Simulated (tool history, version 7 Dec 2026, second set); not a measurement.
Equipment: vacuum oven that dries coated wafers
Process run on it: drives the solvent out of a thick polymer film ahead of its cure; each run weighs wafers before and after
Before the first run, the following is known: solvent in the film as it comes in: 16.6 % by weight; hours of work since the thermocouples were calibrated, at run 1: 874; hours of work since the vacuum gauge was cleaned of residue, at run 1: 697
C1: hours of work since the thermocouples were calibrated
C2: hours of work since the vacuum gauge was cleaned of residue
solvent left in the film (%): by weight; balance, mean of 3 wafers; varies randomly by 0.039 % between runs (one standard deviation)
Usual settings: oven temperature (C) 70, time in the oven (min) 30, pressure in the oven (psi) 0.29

run 1 hour=0 | oven_temperature_(C)=70 time_in_the_oven_(min)=30 pressure_in_the_oven_(psi)=0.29 | C1=874 C2=697 | solvent_left_in_the_film_(%)=1.78
run 2 hour=44.8 | oven_temperature_(C)=70 time_in_the_oven_(min)=30 pressure_in_the_oven_(psi)=0.29 | C1=897 C2=720 | solvent_left_in_the_film_(%)=1.76
run 3 hour=72.8 | oven_temperature_(C)=70 time_in_the_oven_(min)=30 pressure_in_the_oven_(psi)=0.29 | C1=912 C2=735 | solvent_left_in_the_film_(%)=1.8
run 4 hour=110 | oven_temperature_(C)=70 time_in_the_oven_(min)=30 pressure_in_the_oven_(psi)=0.29 | C1=931 C2=754 | solvent_left_in_the_film_(%)=1.82
run 5 hour=159.1 | oven_temperature_(C)=70 time_in_the_oven_(min)=30 pressure_in_the_oven_(psi)=0.29 | C1=957 C2=780 | solvent_left_in_the_film_(%)=1.81
-- hour=218.4 oven's thermocouples calibrated
run 6 hour=220 | oven_temperature_(C)=70 time_in_the_oven_(min)=30 pressure_in_the_oven_(psi)=0.686 | C1=1 C2=810 | solvent_left_in_the_film_(%)=2.61
run 7 hour=247.8 | oven_temperature_(C)=70 time_in_the_oven_(min)=30 pressure_in_the_oven_(psi)=0.686 | C1=15 C2=825 | solvent_left_in_the_film_(%)=2.58
run 8 hour=277.3 | oven_temperature_(C)=70 time_in_the_oven_(min)=30 pressure_in_the_oven_(psi)=0.756 | C1=31 C2=840 | solvent_left_in_the_film_(%)=2.75
run 9 hour=325.8 | oven_temperature_(C)=70 time_in_the_oven_(min)=30 pressure_in_the_oven_(psi)=0.756 | C1=56 C2=866 | solvent_left_in_the_film_(%)=2.79
run 10 hour=358.4 | oven_temperature_(C)=70 time_in_the_oven_(min)=30 pressure_in_the_oven_(psi)=0.756 | C1=73 C2=883 | solvent_left_in_the_film_(%)=2.82
run 11 hour=404.9 | oven_temperature_(C)=70 time_in_the_oven_(min)=30 pressure_in_the_oven_(psi)=0.756 | C1=97 C2=907 | solvent_left_in_the_film_(%)=2.79
run 12 hour=466.1 | oven_temperature_(C)=70 time_in_the_oven_(min)=30 pressure_in_the_oven_(psi)=0.471 | C1=129 C2=939 | solvent_left_in_the_film_(%)=2.07
run 13 hour=513.7 | oven_temperature_(C)=70 time_in_the_oven_(min)=30 pressure_in_the_oven_(psi)=0.471 | C1=154 C2=964 | solvent_left_in_the_film_(%)=2.12
run 14 hour=567.3 | oven_temperature_(C)=70 time_in_the_oven_(min)=30 pressure_in_the_oven_(psi)=0.29 | C1=182 C2=992 | solvent_left_in_the_film_(%)=1.58
run 15 hour=603.2 | oven_temperature_(C)=64 time_in_the_oven_(min)=30 pressure_in_the_oven_(psi)=0.29 | C1=201 C2=1010 | solvent_left_in_the_film_(%)=3.15
run 16 hour=659.7 | oven_temperature_(C)=64 time_in_the_oven_(min)=30 pressure_in_the_oven_(psi)=0.29 | C1=230 C2=1040 | solvent_left_in_the_film_(%)=3.1
run 17 hour=714.8 | oven_temperature_(C)=64 time_in_the_oven_(min)=30 pressure_in_the_oven_(psi)=0.29 | C1=259 C2=1069 | solvent_left_in_the_film_(%)=3.2
run 18 hour=743 | oven_temperature_(C)=64 time_in_the_oven_(min)=30 pressure_in_the_oven_(psi)=0.29 | C1=274 C2=1083 | solvent_left_in_the_film_(%)=3.11
run 19 hour=785.3 | oven_temperature_(C)=57 time_in_the_oven_(min)=30 pressure_in_the_oven_(psi)=0.29 | C1=296 C2=1105 | solvent_left_in_the_film_(%)=5.61
run 20 hour=835.8 | oven_temperature_(C)=70 time_in_the_oven_(min)=30 pressure_in_the_oven_(psi)=0.29 | C1=322 C2=1132 | solvent_left_in_the_film_(%)=1.7
run 21 hour=896.3 | oven_temperature_(C)=70 time_in_the_oven_(min)=30 pressure_in_the_oven_(psi)=0.29 | C1=354 C2=1163 | solvent_left_in_the_film_(%)=1.76
run 22 hour=940 | oven_temperature_(C)=58 time_in_the_oven_(min)=24 pressure_in_the_oven_(psi)=0.29 | C1=377 C2=1186 | solvent_left_in_the_film_(%)=6.24
run 23 hour=987.1 | oven_temperature_(C)=58 time_in_the_oven_(min)=24 pressure_in_the_oven_(psi)=0.821 | C1=401 C2=1211 | solvent_left_in_the_film_(%)=8
run 24 hour=1037.2 | oven_temperature_(C)=57 time_in_the_oven_(min)=30 pressure_in_the_oven_(psi)=0.583 | C1=427 C2=1237 | solvent_left_in_the_film_(%)=6.61
run 25 hour=1097.2 | oven_temperature_(C)=67 time_in_the_oven_(min)=25 pressure_in_the_oven_(psi)=0.509 | C1=459 C2=1268 | solvent_left_in_the_film_(%)=3.59
run 26 hour=1139.2 | oven_temperature_(C)=67 time_in_the_oven_(min)=25 pressure_in_the_oven_(psi)=0.509 | C1=481 C2=1290 | solvent_left_in_the_film_(%)=3.64
run 27 hour=1176 | oven_temperature_(C)=67 time_in_the_oven_(min)=25 pressure_in_the_oven_(psi)=0.509 | C1=500 C2=1309 | solvent_left_in_the_film_(%)=3.69
run 28 hour=1217.8 | oven_temperature_(C)=70 time_in_the_oven_(min)=22 pressure_in_the_oven_(psi)=0.363 | C1=522 C2=1331 | solvent_left_in_the_film_(%)=2.92
run 29 hour=1269.5 | oven_temperature_(C)=70 time_in_the_oven_(min)=22 pressure_in_the_oven_(psi)=0.363 | C1=549 C2=1358 | solvent_left_in_the_film_(%)=2.82
run 30 hour=1314.7 | oven_temperature_(C)=73 time_in_the_oven_(min)=23 pressure_in_the_oven_(psi)=0.943 | C1=572 C2=1382 | solvent_left_in_the_film_(%)=3.34
run 31 hour=1342.6 | oven_temperature_(C)=73 time_in_the_oven_(min)=23 pressure_in_the_oven_(psi)=0.943 | C1=587 C2=1396 | solvent_left_in_the_film_(%)=3.35
run 32 hour=1399.5 | oven_temperature_(C)=73 time_in_the_oven_(min)=23 pressure_in_the_oven_(psi)=0.943 | C1=617 C2=1426 | solvent_left_in_the_film_(%)=3.4
run 33 hour=1437.8 | oven_temperature_(C)=70 time_in_the_oven_(min)=28 pressure_in_the_oven_(psi)=0.827 | C1=637 C2=1446 | solvent_left_in_the_film_(%)=3.41
run 34 hour=1471.4 | oven_temperature_(C)=70 time_in_the_oven_(min)=28 pressure_in_the_oven_(psi)=0.827 | C1=654 C2=1464 | solvent_left_in_the_film_(%)=3.32
run 35 hour=1521.5 | oven_temperature_(C)=59 time_in_the_oven_(min)=22 pressure_in_the_oven_(psi)=0.206 | C1=680 C2=1490 | solvent_left_in_the_film_(%)=6.28
run 36 hour=1574.9 | oven_temperature_(C)=60 time_in_the_oven_(min)=42 pressure_in_the_oven_(psi)=0.206 | C1=708 C2=1518 | solvent_left_in_the_film_(%)=3.19
run 37 hour=1634.5 | oven_temperature_(C)=65 time_in_the_oven_(min)=51 pressure_in_the_oven_(psi)=0.219 | C1=739 C2=1549 | solvent_left_in_the_film_(%)=1.57
run 38 hour=1668.1 | oven_temperature_(C)=65 time_in_the_oven_(min)=51 pressure_in_the_oven_(psi)=0.219 | C1=757 C2=1566 | solvent_left_in_the_film_(%)=1.6
run 39 hour=1705.3 | oven_temperature_(C)=59 time_in_the_oven_(min)=24 pressure_in_the_oven_(psi)=0.162 | C1=776 C2=1586 | solvent_left_in_the_film_(%)=5.77

A few steps of solvent left in the film (%) between consecutive runs. Split each: what settings, incoming material and random variation would produce without the hidden state, and what is left over for the hidden state, along with gauge scatter present in only one of the two compared results (measured, and without hidden state):
The hidden state here: true wafer temperature over the reading, C; true pressure over the reading, kPa; drift of the gauge itself on solvent_pct, %.
Run 19 -> 20: oven temperature (C) 57 -> 70. solvent left in the film (%) -3.91: hidden state -0.24, all else -3.67.
Run 21 -> 22: oven temperature (C) 70 -> 58, time in the oven (min) 30 -> 24. solvent left in the film (%) +4.48: hidden state +0.27, all else +4.21.
Run 34 -> 35: oven temperature (C) 70 -> 59, time in the oven (min) 28 -> 22, pressure in the oven (psi) 0.827 -> 0.206. solvent left in the film (%) +2.96: hidden state +0.27, all else +2.69.
Run 38 -> 39: oven temperature (C) 65 -> 59, time in the oven (min) 51 -> 24, pressure in the oven (psi) 0.219 -> 0.162. solvent left in the film (%) +4.17: hidden state +0.38, all else +3.79.
